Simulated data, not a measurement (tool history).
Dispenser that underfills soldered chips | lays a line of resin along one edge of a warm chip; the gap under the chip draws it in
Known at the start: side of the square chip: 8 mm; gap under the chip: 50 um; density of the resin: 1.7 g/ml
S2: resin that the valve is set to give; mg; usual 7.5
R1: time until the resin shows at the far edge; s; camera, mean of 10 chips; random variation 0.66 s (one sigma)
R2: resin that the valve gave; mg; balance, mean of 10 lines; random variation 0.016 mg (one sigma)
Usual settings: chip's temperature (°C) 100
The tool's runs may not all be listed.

run 1 hour=0 | chip's_temperature_(°C)=100 S2=7.5 | R1=108.7 R2=7.36
-- hour=0.9 new syringe of resin
run 2 hour=7.1 | chip's_temperature_(°C)=100 S2=7.5 | R1=80.5 R2=7.38
run 3 hour=13.9 | chip's_temperature_(°C)=100 S2=7.5 | R1=104.3 R2=7.34
-- hour=16.3 new syringe of resin
run 4 hour=23.7 | chip's_temperature_(°C)=100 S2=7.5 | R1=82 R2=7.31
run 5 hour=28.3 | chip's_temperature_(°C)=100 S2=7.5 | R1=100.3 R2=7.3
-- hour=31.5 new syringe of resin
run 6 hour=36 | chip's_temperature_(°C)=100 S2=7.5 | R1=76.2 R2=7.25
-- hour=38.4 dispensing valve cleaned and set on the balance
run 7 hour=43.9 | chip's_temperature_(°C)=100 S2=9.11 | R1=97.8 R2=9.06
-- hour=47.7 new syringe of resin
run 8 hour=49.6 | chip's_temperature_(°C)=100 S2=9.76 | R1=64.9 R2=9.68
run 9 hour=56.7 | chip's_temperature_(°C)=100 S2=9.76 | R1=87.6 R2=9.64
-- hour=62.8 new syringe of resin
run 10 hour=63.8 | chip's_temperature_(°C)=100 S2=7.9 | R1=64.5 R2=7.8
run 11 hour=70.7 | chip's_temperature_(°C)=100 S2=7.9 | R1=84.1 R2=7.79
-- hour=78.2 new syringe of resin
run 12 hour=79.7 | chip's_temperature_(°C)=100 S2=7.9 | R1=66.8 R2=7.72
run 13 hour=88.9 | chip's_temperature_(°C)=91 S2=6.71 | R1=134.3 R2=6.54
-- hour=93.5 new syringe of resin
run 14 hour=97.1 | chip's_temperature_(°C)=91 S2=6.71 | R1=102.3 R2=6.48
-- hour=106.1 dispensing valve cleaned and set on the balance
run 15 hour=106.8 | chip's_temperature_(°C)=91 S2=6.71 | R1=144 R2=6.7
-- hour=109.8 new syringe of resin
run 16 hour=111.9 | chip's_temperature_(°C)=91 S2=6.71 | R1=96 R2=6.7
run 17 hour=120.8 | chip's_temperature_(°C)=105 S2=7.79 | R1=80.2 R2=7.74
-- hour=125.1 new syringe of resin
run 18 hour=129.1 | chip's_temperature_(°C)=98 S2=7.97 | R1=77 R2=7.91
run 19 hour=138.6 | chip's_temperature_(°C)=103 S2=9.49 | R1=93 R2=9.38
-- hour=140.3 new syringe of resin
run 20 hour=145.1 | chip's_temperature_(°C)=89 S2=8.51 | R1=109.5 R2=8.36

5 ways to go on from here, each from the tool as it stands after run 20. What would each give?
run A hour=150.6 | chip's_temperature_(°C)=94 S2=6.69 | R1=? R2=?
run B hour=150.6 | chip's_temperature_(°C)=110 S2=8.51 | R1=? R2=?
run C hour=150.6 | chip's_temperature_(°C)=92 S2=8.51 | R1=? R2=?
run D hour=150.6 | chip's_temperature_(°C)=100 S2=7.5 | R1=? R2=?
run E hour=150.6 | chip's_temperature_(°C)=115 S2=8.65 | R1=? R2=?

run=A R1=121.9 R2=6.58
run=B R1=67.9 R2=8.38
run=C R1=122.2 R2=8.33
run=D R1=95.8 R2=7.34
run=E R1=57.6 R2=8.48
Without the tool's hidden state the same runs would have given:
run=A R1=74.1 R2=6.71
run=B R1=41.9 R2=8.54
run=C R1=74.6 R2=8.49
run=D R1=58.7 R2=7.48
run=E R1=35.6 R2=8.64
